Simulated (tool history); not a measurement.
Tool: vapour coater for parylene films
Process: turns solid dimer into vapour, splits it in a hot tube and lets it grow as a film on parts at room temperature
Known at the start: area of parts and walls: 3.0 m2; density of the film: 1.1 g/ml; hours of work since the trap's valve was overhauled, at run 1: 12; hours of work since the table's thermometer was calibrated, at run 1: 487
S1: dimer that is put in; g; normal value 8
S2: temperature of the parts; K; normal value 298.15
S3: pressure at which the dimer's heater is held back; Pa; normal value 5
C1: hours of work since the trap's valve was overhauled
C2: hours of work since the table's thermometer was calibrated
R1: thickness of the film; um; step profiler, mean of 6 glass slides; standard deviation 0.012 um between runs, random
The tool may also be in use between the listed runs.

run   hour  S1      S2    S3   C1   C2    R1
  1      0   8  298.15     5   12  487  1.67
  2   17.6   8  298.15     5   24  498  1.69
  3   37.3   8  298.15     5   37  511  1.68
  4   58.7   8  298.15     5   51  526  1.68
  5     79   8  298.15     5   65  539  1.67
  6  102.7   8  298.15     5   80  555  1.69
  7    124   8  298.15     5   95  569  1.67
  8  137.2   5  307.15  4.13  103  578  0.71
  9  162.2   4  298.15  8.79  120  594  0.76
 10  183.4   4  298.15  8.79  134  608  0.78
 11  203.1   4  305.15  2.32  147  621  0.66
 12  228.5   4  305.15  2.32  164  638  0.68
 13    248   4  307.15  6.96  177  651  0.51
 14  259.9   5  292.15  2.37  185  659  1.41

Subtracting, for every run, the result it would have given without the tool's unlogged condition from the measured result gives the following. The same run-to-run variation enters both numbers; the gauge's scatter may not:
Hidden state at play: vapour lost through the trap's worn valve, %; true temperature of the parts over the reading, C; drift of the gauge itself on film_um, %.
run     R1
  1     +0
  2     +0
  3     +0
  4  -0.01
  5  -0.02
  6  -0.01
  7  -0.02
  8  -0.01
  9  -0.01
 10  -0.01
 11  -0.02
 12  -0.01
 13  -0.01
 14  -0.05
